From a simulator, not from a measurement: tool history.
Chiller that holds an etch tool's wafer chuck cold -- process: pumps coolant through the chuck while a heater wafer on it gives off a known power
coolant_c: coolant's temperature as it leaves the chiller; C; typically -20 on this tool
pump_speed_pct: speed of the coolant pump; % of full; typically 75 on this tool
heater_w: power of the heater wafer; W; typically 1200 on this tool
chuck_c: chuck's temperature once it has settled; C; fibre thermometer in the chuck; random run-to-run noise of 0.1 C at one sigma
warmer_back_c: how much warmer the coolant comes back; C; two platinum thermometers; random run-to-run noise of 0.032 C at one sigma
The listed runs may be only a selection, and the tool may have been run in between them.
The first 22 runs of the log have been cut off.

run     day  coolant_c  pump_speed_pct  heater_w  hours since the coolant was changed and the channels were flushed  hours since the pump was overhauled  hours since the chiller's thermometer was calibrated  chuck_c  warmer_back_c
 23  28.521        -21             100       992                                                               3119                                 2006                                                    88      -13           2.35
 24  29.808        -20              87       606                                                               3150                                 2037                                                   119    -14.5           1.72
 25  30.708        -16              94       635                                                               3172                                 2059                                                   141    -10.6           1.58
 26  31.471        -16              94       635                                                               3190                                 2077                                                   159    -10.5           1.57
 27  32.525        -16              94       635                                                               3215                                 2102                                                   184    -10.6           1.64
 28  33.221        -16              94       635                                                               3232                                 2119                                                   201    -10.6            1.6
 29   34.55        -16              94       635                                                               3264                                 2151                                                   233    -10.8           1.68
 30  35.362        -16              94       635                                                               3284                                 2171                                                   252    -10.6            1.6
 31  37.096        -20              75      1376                                                               3325                                 2212                                                   294     -6.4           4.55
 32  38.512        -20              75      1376                                                               3359                                 2246                                                   328     -6.2           4.52

Branching from run 32: 4 alternative next runs. What would each branch give?
  A  40.229        -25              94       632                                                               3400                                 2287                                                   369        ?              ?
  B  40.229        -20              85      1200                                                               3400                                 2287                                                   369        ?              ?
  C  40.229        -20              73      1162                                                               3400                                 2287                                                   369        ?              ?
  D  40.229        -20              75       964                                                               3400                                 2287                                                   369        ?              ?

run  chuck_c  warmer_back_c
  A    -19.5           1.66
  B     -8.8           3.51
  C     -8.4           3.95
  D    -10.5           3.21
Without the tool's hidden state the same runs would have given:
run  chuck_c  warmer_back_c
  A    -20.1           1.59
  B     -9.9           3.35
  C     -9.6           3.77
  D    -11.4           3.06
